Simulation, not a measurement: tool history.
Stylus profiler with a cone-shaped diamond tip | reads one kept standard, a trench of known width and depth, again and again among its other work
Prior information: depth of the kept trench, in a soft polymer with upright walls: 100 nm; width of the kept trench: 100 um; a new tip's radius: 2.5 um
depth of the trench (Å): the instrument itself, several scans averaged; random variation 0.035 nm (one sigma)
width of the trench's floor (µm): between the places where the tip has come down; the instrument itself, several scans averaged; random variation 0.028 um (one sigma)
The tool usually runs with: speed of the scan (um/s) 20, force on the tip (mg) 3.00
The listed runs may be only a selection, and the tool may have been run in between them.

run    hour  speed of the scan (um/s)  force on the tip (mg)  depth of the trench (Å)  width of the trench's floor (µm)
  1     0.0                        20                   3.00                   1016.2                             98.19
  2    55.8                        33                   3.00                   1017.0                             98.10
  3   110.9                        20                   3.00                   1012.4                             98.51
  4   174.8                        20                   3.00                   1012.8                             98.49
  5   243.5                        20                   3.00                   1012.4                             98.51
  6   322.5                        20                   3.00                   1013.2                             98.49
  7   421.7                        20                   3.00                   1012.5                             98.43
  8   529.6                        39                   3.00                   1013.7                             98.30
  9   630.0                        39                   3.43                   1015.3                             98.33
 10   689.0                        20                   3.00                   1013.8                             98.35
 11   811.5                        20                   3.00                   1014.0                             98.35
 12   893.0                        20                   5.37                   1020.7                             98.31
 13  1015.7                        20                   5.41                   1020.7                             98.30
 14  1113.8                        20                   5.41                   1021.2                             98.29
 15  1199.0                        20                   5.41                   1021.1                             98.24
 16  1323.7                        20                   5.41                   1020.5                             98.28
 17  1423.9                        46                   3.00                   1015.2                             98.08
 18  1537.3                        46                   3.00                   1015.2                             98.07
 19  1640.8                        45                   3.00                   1015.4                             98.08
 20  1757.3                        20                   4.92                   1021.2                             98.14
 21  1842.6                        26                   4.75                   1016.2                             98.43
 22  1951.8                        20                   1.15                   1006.9                             98.47
 23  2028.4                        20                   1.15                   1007.3                             98.43
 24  2103.5                         6                   1.24                   1008.2                             98.44
 25  2164.1                         6                   1.24                   1008.0                             98.46
 26  2280.7                         6                   1.24                   1007.7                             98.47
 27  2363.2                         6                   1.24                   1008.8                             98.43
 28  2484.8                        12                   5.78                   1019.7                             98.35
 29  2548.1                        16                   3.24                   1013.8                             98.32
 30  2672.7                        34                   1.24                   1007.8                             98.22
 31  2725.3                        18                   6.66                   1022.9                             98.33
 32  2790.6                         6                   2.44                   1012.0                             98.31
 33  2897.6                        34                   3.93                   1016.7                             98.17
 34  2960.7                         5                   3.61                   1015.2                             98.25
 35  3052.3                         5                   3.61                   1015.5                             98.28
 36  3122.5                         5                   6.27                   1022.7                             98.29
 37  3218.8                         5                   6.27                   1022.9                             98.26
 38  3284.4                         5                   6.27                   1022.6                             98.20
 39  3352.1                        28                   3.09                   1015.9                             98.06

Not shown: 4 entries that the log had between the listed runs. Between which runs, and how does the tool's hidden state differ before and after?
Between runs 2 and 3: new tip fitted, height scale calibrated (hour 87.1)
  radius of the tip, um: 3.93 -> 2.57; height scale over the true one, %: 0.435 -> -0.005
  the result without the hidden state subtracted from the measured one, depth of the trench (Å): +4.4 -> -0.1; width of the trench's floor (µm): -0.37 -> -0.02
Between runs 20 and 21: new tip fitted, height scale calibrated (hour 1782.2)
  radius of the tip, um: 4.16 -> 2.63; height scale over the true one, %: 0.422 -> 0.013
  the result without the hidden state subtracted from the measured one, depth of the trench (Å): +4.3 -> +0.1; width of the trench's floor (µm): -0.42 -> -0.04
Between runs 21 and 22: height scale calibrated on a step standard (hour 1851.9)
  radius of the tip, um: 2.63 -> 2.74; height scale over the true one, %: 0.013 -> 0.044
  the result without the hidden state subtracted from the measured one, depth of the trench (Å): +0.1 -> +0.4; width of the trench's floor (µm): -0.04 -> -0.07
Between runs 27 and 28: height scale calibrated on a step standard, once more (hour 2432.8)
  radius of the tip, um: 3.12 -> 3.25; height scale over the true one, %: 0.153 -> 0.047
  the result without the hidden state subtracted from the measured one, depth of the trench (Å): +1.6 -> +0.5; width of the trench's floor (µm): -0.17 -> -0.20
